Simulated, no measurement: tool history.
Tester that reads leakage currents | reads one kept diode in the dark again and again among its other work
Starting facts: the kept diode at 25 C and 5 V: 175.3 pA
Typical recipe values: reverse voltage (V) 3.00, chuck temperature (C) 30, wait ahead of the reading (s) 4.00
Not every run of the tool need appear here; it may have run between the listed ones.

run    hour  reverse voltage (V)  chuck temperature (C)  wait ahead of the reading (s)  current that the tester gives (pA)
  1     0.0                 3.00                     30                           4.00                              231.47
  2    97.7                 3.00                     30                           4.00                              232.17
  3   197.5                 3.00                     30                           4.00                              230.85
  4   313.2                 3.00                     26                           4.00                              161.97
  5   382.9                 3.00                     30                           4.00                              232.20
  6   464.6                 3.00                     32                           4.00                              276.91
  7   530.4                 3.00                     30                           4.00                              233.15
  8   670.1                 3.00                     30                           4.00                              232.78
  9   797.1                 3.00                     30                           4.00                              232.02
 10   934.7                 3.00                     30                           4.00                              231.65
 11  1009.3                 3.00                     30                           4.00                              231.67
     1151.6  -- chuck's temperature calibrated
 12  1151.6                 3.00                     30                           4.00                              231.74
 13  1211.3                 8.49                     30                           4.00                              329.96
 14  1345.5                 8.49                     56                           4.00                             2797.75
 15  1419.2                 8.49                     56                           4.00                             2796.90
 16  1561.4                 3.00                     23                           4.00                              121.70
 17  1668.7                 3.00                     30                           6.08                              232.19
 18  1784.1                 3.00                     30                           1.14                              232.91
 19  1851.7                 3.00                     30                           0.96                              232.30
 20  1934.4                 3.00                     43                           4.00                              707.98
 21  2014.2                 3.00                     43                           0.57                              709.26
 22  2099.1                 1.39                     28                           0.41                              150.38
 23  2216.2                15.66                     58                           3.79                             3975.75
     2307.7  -- probe card cleaned and baked
 24  2316.0                 1.43                     22                           0.31                               87.68
 25  2408.8                14.18                     28                           1.07                              328.02
 26  2540.4                 1.04                     30                           2.22                              162.80
 27  2629.2                 3.94                     21                           1.02                              111.86
 28  2750.8                 3.94                     21                           1.02                              111.90
 29  2814.7                 3.94                     21                           1.02                              111.04
 30  2876.5                 3.94                     21                           1.02                              112.28
 31  2988.5                 1.27                     21                           6.76                               76.07
 32  3061.0                 1.27                     21                           6.76                               75.96
 33  3166.9                 1.27                     21                           6.76                               75.68
 34  3236.9                 3.61                     27                           0.42                              188.96
 35  3300.5                 6.05                     27                           0.42                              224.55
 36  3434.0                 6.05                     48                           0.47                             1331.30
 37  3494.5                 6.02                     39                           0.47                              637.19
 38  3578.3                 3.00                     30                           7.72                              232.61
 39  3683.0                 1.75                     30                           5.55                              194.48

5 ways to go on from here, each from the tool as it stands after run 39. What would each give?
  A  3810.4                 1.75                     47                           1.55                                   ?
  B  3810.4                 2.82                     33                           0.68                                   ?
  C  3810.4                 2.16                     30                           5.55                                   ?
  D  3810.4                 3.00                     20                           4.00                                   ?
  E  3810.4                 4.32                     34                           4.00                                   ?

run  current that the tester gives (pA)
  A                              812.36
  B                              296.36
  C                              207.23
  D                               92.22
  E                              372.11
With the hidden condition removed and each run's random variation left untouched, the same runs would have given:
run  current that the tester gives (pA)
  A                              813.67
  B                              296.87
  C                              207.59
  D                               92.39
  E                              372.75
